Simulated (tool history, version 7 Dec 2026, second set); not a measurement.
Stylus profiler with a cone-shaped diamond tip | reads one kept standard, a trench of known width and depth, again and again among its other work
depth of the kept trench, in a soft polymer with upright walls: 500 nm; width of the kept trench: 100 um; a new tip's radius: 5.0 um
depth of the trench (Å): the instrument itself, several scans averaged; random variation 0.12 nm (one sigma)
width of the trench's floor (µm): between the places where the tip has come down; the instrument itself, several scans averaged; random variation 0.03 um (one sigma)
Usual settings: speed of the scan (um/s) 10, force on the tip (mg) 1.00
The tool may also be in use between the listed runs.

run	hour	speed of the scan (um/s)	force on the tip (mg)	depth of the trench (Å)	width of the trench's floor (µm)
1	0.0	10	1.00	5032.0	95.65
2	24.7	9	1.00	5030.4	95.56
3	60.8	9	1.00	5032.5	95.63
4	104.8	9	1.00	5030.7	95.61
5	150.9	3	1.00	5029.3	95.65
6	189.6	3	1.00	5030.1	95.62
7	221.8	10	0.55	5021.3	95.61
8	268.9	10	1.00	5031.9	95.59
9	290.9	10	1.00	5031.0	95.57
10	332.8	10	1.00	5032.4	95.58
11	370.6	10	1.00	5030.5	95.53
12	407.5	10	0.65	5023.7	95.55
13	461.0	10	0.65	5023.7	95.58
14	482.6	10	0.79	5027.5	95.58
15	506.8	32	0.70	5025.7	95.38
16	547.9	32	0.70	5025.1	95.40
17	587.5	32	0.70	5024.6	95.40
18	618.0	32	0.81	5026.0	95.37
19	649.3	36	0.34	5014.9	95.28
20	691.3	8	1.00	5031.0	95.54
21	737.9	16	0.46	5018.8	95.53
22	768.9	16	0.46	5018.2	95.51
23	810.0	10	0.42	5016.3	95.54
24	858.8	10	0.42	5017.9	95.50
25	901.7	10	0.87	5028.8	95.54
# hour 941.0: new tip fitted, height scale calibrated
26	941.0	10	0.87	5027.7	95.62
27	965.9	21	2.03	5049.5	95.54

The same runs without the tool's hidden state, with the same run-to-run variation:
The hidden state here: radius of the tip, um; height scale over the true one, %; drift of the gauge itself on depth_nm, %; drift of the gauge itself on floor_um, %.
run	width of the trench's floor (µm)
1	95.65
2	95.57
3	95.63
4	95.62
5	95.66
6	95.63
7	95.62
8	95.60
9	95.58
10	95.59
11	95.55
12	95.57
13	95.60
14	95.60
15	95.40
16	95.42
17	95.42
18	95.39
19	95.30
20	95.56
21	95.56
22	95.53
23	95.56
24	95.52
25	95.57
26	95.62
27	95.54
depth of the trench (Å): within 0.2 of the measured result in every run.

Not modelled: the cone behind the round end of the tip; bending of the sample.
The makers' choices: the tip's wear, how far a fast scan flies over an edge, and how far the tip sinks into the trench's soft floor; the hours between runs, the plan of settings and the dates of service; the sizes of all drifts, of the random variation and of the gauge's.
